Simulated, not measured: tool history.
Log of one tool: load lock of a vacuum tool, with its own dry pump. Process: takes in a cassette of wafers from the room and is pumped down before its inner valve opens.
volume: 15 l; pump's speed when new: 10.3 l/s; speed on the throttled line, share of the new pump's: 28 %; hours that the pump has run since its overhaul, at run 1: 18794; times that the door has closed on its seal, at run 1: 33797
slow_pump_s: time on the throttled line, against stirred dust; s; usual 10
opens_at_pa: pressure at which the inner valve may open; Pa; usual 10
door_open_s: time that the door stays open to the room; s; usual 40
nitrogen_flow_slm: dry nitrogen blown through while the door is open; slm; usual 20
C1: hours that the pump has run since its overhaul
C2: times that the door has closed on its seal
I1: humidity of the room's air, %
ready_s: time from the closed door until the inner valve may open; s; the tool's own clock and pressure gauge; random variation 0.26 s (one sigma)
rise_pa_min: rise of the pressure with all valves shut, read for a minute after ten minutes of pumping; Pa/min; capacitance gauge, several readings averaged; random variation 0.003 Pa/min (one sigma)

{"run": 1, "day": 0.0, "slow_pump_s": 10, "opens_at_pa": 10, "door_open_s": 40, "nitrogen_flow_slm": 20, "C1": 18794, "C2": 33797, "I1": 43.5, "ready_s": 21.1, "rise_pa_min": 0.022}
{"run": 2, "day": 29.433, "slow_pump_s": 10, "opens_at_pa": 10, "door_open_s": 40, "nitrogen_flow_slm": 20, "C1": 19501, "C2": 36188, "I1": 46.6, "ready_s": 20.8, "rise_pa_min": 0.025}
{"run": 3, "day": 45.15, "slow_pump_s": 10, "opens_at_pa": 10, "door_open_s": 40, "nitrogen_flow_slm": 20, "C1": 19878, "C2": 37465, "I1": 44.9, "ready_s": 20.3, "rise_pa_min": 0.03}
{"run": 4, "day": 57.638, "slow_pump_s": 10, "opens_at_pa": 10, "door_open_s": 40, "nitrogen_flow_slm": 20, "C1": 20177, "C2": 38480, "I1": 44.7, "ready_s": 20.8, "rise_pa_min": 0.032}
{"run": 5, "day": 85.067, "slow_pump_s": 10, "opens_at_pa": 10, "door_open_s": 40, "nitrogen_flow_slm": 20, "C1": 20836, "C2": 40709, "I1": 44.7, "ready_s": 20.4, "rise_pa_min": 0.03}
{"run": 6, "day": 115.321, "slow_pump_s": 10, "opens_at_pa": 10, "door_open_s": 40, "nitrogen_flow_slm": 20, "C1": 21562, "C2": 43167, "I1": 44.0, "ready_s": 20.6, "rise_pa_min": 0.03}
{"run": 7, "day": 137.375, "slow_pump_s": 10, "opens_at_pa": 10, "door_open_s": 40, "nitrogen_flow_slm": 20, "C1": 22091, "C2": 44958, "I1": 43.9, "ready_s": 20.7, "rise_pa_min": 0.028}
{"run": 8, "day": 164.008, "slow_pump_s": 10, "opens_at_pa": 10, "door_open_s": 40, "nitrogen_flow_slm": 20, "C1": 22730, "C2": 47122, "I1": 41.6, "ready_s": 20.9, "rise_pa_min": 0.03}
{"run": 9, "day": 180.562, "slow_pump_s": 10, "opens_at_pa": 10, "door_open_s": 40, "nitrogen_flow_slm": 20, "C1": 23128, "C2": 48467, "I1": 46.2, "ready_s": 21.4, "rise_pa_min": 0.027}
{"day": 189.283, "done": "door's seal changed, seat wiped"}
{"run": 10, "day": 207.038, "slow_pump_s": 10, "opens_at_pa": 10, "door_open_s": 31, "nitrogen_flow_slm": 20, "C1": 23762, "C2": 1442, "I1": 45.1, "ready_s": 21.0, "rise_pa_min": 0.029}
{"day": 212.096, "done": "dry pump taken out, an overhauled one fitted"}
{"run": 11, "day": 224.062, "slow_pump_s": 10, "opens_at_pa": 10, "door_open_s": 40, "nitrogen_flow_slm": 20, "C1": 287, "C2": 2805, "I1": 47.4, "ready_s": 21.0, "rise_pa_min": 0.025}
{"run": 12, "day": 244.767, "slow_pump_s": 10, "opens_at_pa": 10, "door_open_s": 40, "nitrogen_flow_slm": 20, "C1": 784, "C2": 4488, "I1": 45.0, "ready_s": 20.7, "rise_pa_min": 0.027}
{"run": 13, "day": 275.496, "slow_pump_s": 10, "opens_at_pa": 10, "door_open_s": 40, "nitrogen_flow_slm": 20, "C1": 1522, "C2": 6984, "I1": 45.9, "ready_s": 21.1, "rise_pa_min": 0.028}
{"run": 14, "day": 302.421, "slow_pump_s": 10, "opens_at_pa": 10, "door_open_s": 40, "nitrogen_flow_slm": 20, "C1": 2168, "C2": 9172, "I1": 42.7, "ready_s": 20.9, "rise_pa_min": 0.027}
{"run": 15, "day": 331.35, "slow_pump_s": 10, "opens_at_pa": 10, "door_open_s": 40, "nitrogen_flow_slm": 20, "C1": 2862, "C2": 11523, "I1": 42.2, "ready_s": 21.1, "rise_pa_min": 0.024}
{"run": 16, "day": 359.517, "slow_pump_s": 10, "opens_at_pa": 10, "door_open_s": 40, "nitrogen_flow_slm": 20, "C1": 3538, "C2": 13811, "I1": 46.4, "ready_s": 20.7, "rise_pa_min": 0.029}
{"run": 17, "day": 384.583, "slow_pump_s": 10, "opens_at_pa": 10, "door_open_s": 40, "nitrogen_flow_slm": 20, "C1": 4140, "C2": 15847, "I1": 49.4, "ready_s": 20.9, "rise_pa_min": 0.027}
{"run": 18, "day": 408.054, "slow_pump_s": 10, "opens_at_pa": 13, "door_open_s": 64, "nitrogen_flow_slm": 37, "C1": 4703, "C2": 17754, "I1": 42.6, "ready_s": 20.7, "rise_pa_min": 0.025}
{"run": 19, "day": 433.862, "slow_pump_s": 11, "opens_at_pa": 20, "door_open_s": 62, "nitrogen_flow_slm": 28, "C1": 5322, "C2": 19852, "I1": 45.8, "ready_s": 20.2, "rise_pa_min": 0.027}
{"run": 20, "day": 452.421, "slow_pump_s": 11, "opens_at_pa": 20, "door_open_s": 62, "nitrogen_flow_slm": 28, "C1": 5768, "C2": 21359, "I1": 44.0, "ready_s": 20.9, "rise_pa_min": 0.021}
{"run": 21, "day": 475.029, "slow_pump_s": 19, "opens_at_pa": 10, "door_open_s": 40, "nitrogen_flow_slm": 5, "C1": 6310, "C2": 23196, "I1": 45.7, "ready_s": 27.2, "rise_pa_min": 0.044}
{"run": 22, "day": 496.596, "slow_pump_s": 10, "opens_at_pa": 10, "door_open_s": 43, "nitrogen_flow_slm": 20, "C1": 6828, "C2": 24949, "I1": 45.5, "ready_s": 20.9, "rise_pa_min": 0.027}
{"run": 23, "day": 517.288, "slow_pump_s": 9, "opens_at_pa": 17, "door_open_s": 43, "nitrogen_flow_slm": 20, "C1": 7325, "C2": 26630, "I1": 46.0, "ready_s": 19.2, "rise_pa_min": 0.035}
{"run": 24, "day": 539.754, "slow_pump_s": 13, "opens_at_pa": 9, "door_open_s": 31, "nitrogen_flow_slm": 20, "C1": 7864, "C2": 28455, "I1": 45.1, "ready_s": 22.7, "rise_pa_min": 0.02}
{"run": 25, "day": 554.838, "slow_pump_s": 13, "opens_at_pa": 9, "door_open_s": 31, "nitrogen_flow_slm": 20, "C1": 8226, "C2": 29681, "I1": 45.6, "ready_s": 23.0, "rise_pa_min": 0.024}
{"run": 26, "day": 572.662, "slow_pump_s": 10, "opens_at_pa": 10, "door_open_s": 71, "nitrogen_flow_slm": 20, "C1": 8654, "C2": 31129, "I1": 42.8, "ready_s": 20.5, "rise_pa_min": 0.03}
{"run": 27, "day": 600.954, "slow_pump_s": 10, "opens_at_pa": 11, "door_open_s": 40, "nitrogen_flow_slm": 20, "C1": 9333, "C2": 33427, "I1": 45.3, "ready_s": 20.5, "rise_pa_min": 0.03}
{"run": 28, "day": 625.017, "slow_pump_s": 7, "opens_at_pa": 10, "door_open_s": 219, "nitrogen_flow_slm": 8, "C1": 9910, "C2": 35383, "I1": 46.2, "ready_s": 18.6, "rise_pa_min": 0.068}
{"run": 29, "day": 655.342, "slow_pump_s": 9, "opens_at_pa": 10, "door_open_s": 28, "nitrogen_flow_slm": 16, "C1": 10638, "C2": 37847, "I1": 44.6, "ready_s": 20.2, "rise_pa_min": 0.029}
{"run": 30, "day": 679.4, "slow_pump_s": 9, "opens_at_pa": 10, "door_open_s": 28, "nitrogen_flow_slm": 16, "C1": 11215, "C2": 39801, "I1": 43.7, "ready_s": 20.3, "rise_pa_min": 0.031}
{"run": 31, "day": 693.142, "slow_pump_s": 6, "opens_at_pa": 8, "door_open_s": 77, "nitrogen_flow_slm": 10, "C1": 11545, "C2": 40918, "I1": 46.6, "ready_s": 18.4, "rise_pa_min": 0.044}

Measured less the same run without the tool's hidden state. The same run-to-run variation is in both; the gauge's scatter may not be:
The hidden state here: pump's speed, % of a new pump's; leak at the door's seal, Pa l/s; drift of the gauge itself on ready_s, %; drift of the gauge itself on rise_pa_min, %.
run=1 rise_pa_min=+0.001
run=2 rise_pa_min=+0.002
run=3 rise_pa_min=+0.002
run=4 rise_pa_min=+0.002
run=5 rise_pa_min=+0.002
run=6 rise_pa_min=+0.002
run=7 rise_pa_min=+0.002
run=8 rise_pa_min=+0.003
run=9 rise_pa_min=+0.002
run=10 rise_pa_min=+0.000
run=11 rise_pa_min=+0.000
run=12 rise_pa_min=+0.000
run=13 rise_pa_min=+0.000
run=14 rise_pa_min=+0.001
run=15 rise_pa_min=+0.000
run=16 rise_pa_min=+0.000
run=17 rise_pa_min=+0.001
run=18 rise_pa_min=+0.001
run=19 rise_pa_min=+0.001
run=20 rise_pa_min=+0.001
run=21 rise_pa_min=+0.001
run=22 rise_pa_min=+0.000
run=23 rise_pa_min=+0.001
run=24 rise_pa_min=+0.002
run=25 rise_pa_min=+0.002
run=26 rise_pa_min=+0.001
run=27 rise_pa_min=+0.002
run=28 rise_pa_min=+0.002
run=29 rise_pa_min=+0.002
run=30 rise_pa_min=+0.002
run=31 rise_pa_min=+0.002
ready_s: within 0.1 s of the measured result in every run.
